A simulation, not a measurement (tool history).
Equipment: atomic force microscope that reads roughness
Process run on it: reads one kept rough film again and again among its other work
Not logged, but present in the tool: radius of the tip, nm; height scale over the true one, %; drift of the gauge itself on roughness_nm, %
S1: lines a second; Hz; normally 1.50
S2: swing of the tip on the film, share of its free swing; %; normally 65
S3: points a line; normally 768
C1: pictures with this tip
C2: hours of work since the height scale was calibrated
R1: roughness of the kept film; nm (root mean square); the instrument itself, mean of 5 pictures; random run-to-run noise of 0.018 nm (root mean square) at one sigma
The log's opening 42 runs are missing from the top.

run,hour,S1,S2,S3,C1,C2,R1
43,329.6,1.50,65,380,213,217,3.741
44,339.2,3.50,71,556,231,223,3.280
45,349.1,1.88,65,718,250,229,3.596
46,354.6,1.29,70,277,260,233,3.558
47,362.2,1.64,56,405,274,237,3.667
48,369.8,1.64,56,405,289,242,3.686
49,376.4,1.64,56,405,301,246,3.641
# hour 381.1: new tip fitted
50,384.5,1.79,63,462,6,251,4.377
51,395.5,1.79,63,462,27,258,4.275
52,402.8,1.79,63,462,40,263,4.207
53,409.4,1.79,63,462,53,267,4.203

Each row is a separate what-if for the run after 53, all from the same tool condition, not one after another. Results?
A,414.8,1.79,63,477,63,271,?
B,414.8,0.98,73,958,63,271,?
C,414.8,2.56,63,486,63,271,?

run,R1
A,4.155
B,4.203
C,4.073
Without the tool's hidden state the same runs would have given:
run,R1
A,4.381
B,4.431
C,4.294

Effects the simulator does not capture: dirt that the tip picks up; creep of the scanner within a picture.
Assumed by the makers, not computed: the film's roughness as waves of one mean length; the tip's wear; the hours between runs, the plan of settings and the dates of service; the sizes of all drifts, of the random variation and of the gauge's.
